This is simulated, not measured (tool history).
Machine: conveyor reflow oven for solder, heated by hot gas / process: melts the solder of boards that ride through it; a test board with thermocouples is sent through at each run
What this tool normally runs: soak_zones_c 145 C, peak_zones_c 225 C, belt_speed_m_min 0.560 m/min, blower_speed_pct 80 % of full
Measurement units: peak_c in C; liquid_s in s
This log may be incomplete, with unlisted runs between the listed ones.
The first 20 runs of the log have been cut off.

At hour 636.0: flux residue cleaned out of gas plates and filters.
Run 21, hour 654.3: usual settings but soak_zones_c 135 C, peak_zones_c 215 C, belt_speed_m_min 0.472 m/min, blower_speed_pct 68 % of full. Result: peak_c 200.1 C, liquid_s 40.3 s.
At hour 697.9: thermocouples of zones 6 and 7 changed.
Run 22, hour 704.2: usual settings but soak_zones_c 155 C, peak_zones_c 215 C, belt_speed_m_min 0.472 m/min, blower_speed_pct 76 % of full. Result: peak_c 207.0 C, liquid_s 57.6 s.
Run 23, hour 746.6: usual settings but soak_zones_c 153 C, peak_zones_c 229 C, belt_speed_m_min 0.599 m/min, blower_speed_pct 77 % of full. Result: peak_c 213.3 C, liquid_s 45.9 s.
Run 24, hour 772.2: usual settings but soak_zones_c 153 C, peak_zones_c 229 C, belt_speed_m_min 0.599 m/min, blower_speed_pct 77 % of full. Result: peak_c 212.5 C, liquid_s 46.1 s.
Run 25, hour 803.4: usual settings but soak_zones_c 153 C, peak_zones_c 229 C, belt_speed_m_min 0.599 m/min, blower_speed_pct 77 % of full. Result: peak_c 212.8 C, liquid_s 46.8 s.
Run 26, hour 841.6: usual settings but soak_zones_c 153 C, peak_zones_c 229 C, belt_speed_m_min 0.599 m/min, blower_speed_pct 77 % of full. Result: peak_c 212.5 C, liquid_s 45.9 s.
Run 27, hour 875.3: usual settings but soak_zones_c 153 C, peak_zones_c 229 C, belt_speed_m_min 0.619 m/min, blower_speed_pct 77 % of full. Result: peak_c 210.9 C, liquid_s 44.0 s.
Run 28, hour 924.7: usual settings but soak_zones_c 135 C. Result: peak_c 207.5 C, liquid_s 40.2 s.
Run 29, hour 972.1: usual settings but soak_zones_c 159 C, blower_speed_pct 83 % of full. Result: peak_c 212.3 C, liquid_s 52.5 s.
Run 30, hour 1021.1: usual settings but soak_zones_c 159 C, peak_zones_c 220 C, blower_speed_pct 77 % of full. Result: peak_c 208.3 C, liquid_s 47.8 s.
Run 31, hour 1068.0: usual settings but soak_zones_c 159 C, peak_zones_c 220 C, blower_speed_pct 77 % of full. Result: peak_c 207.1 C, liquid_s 49.7 s.
Run 32, hour 1100.3: usual settings but peak_zones_c 223 C, belt_speed_m_min 0.654 m/min, blower_speed_pct 75 % of full. Result: peak_c 202.0 C, liquid_s 29.9 s.

Below are 3 alternative next runs, each starting from the tool's condition after run 32. Predict each:
Run A, hour 1126.2: usual settings but soak_zones_c 142 C, belt_speed_m_min 0.454 m/min. Result: peak_c ?, liquid_s ?.
Run B, hour 1126.2: usual settings but soak_zones_c 154 C, peak_zones_c 223 C, belt_speed_m_min 0.572 m/min, blower_speed_pct 75 % of full. Result: peak_c ?, liquid_s ?.
Run C, hour 1126.2: usual settings but soak_zones_c 137 C. Result: peak_c ?, liquid_s ?.

run  peak_c  liquid_s
  A   214.4      60.1
  B   207.8      46.6
  C   206.9      40.0
With no hidden state in the tool, these same runs would have given:
run  peak_c  liquid_s
  A   216.2      61.5
  B   209.6      48.3
  C   209.1      42.0

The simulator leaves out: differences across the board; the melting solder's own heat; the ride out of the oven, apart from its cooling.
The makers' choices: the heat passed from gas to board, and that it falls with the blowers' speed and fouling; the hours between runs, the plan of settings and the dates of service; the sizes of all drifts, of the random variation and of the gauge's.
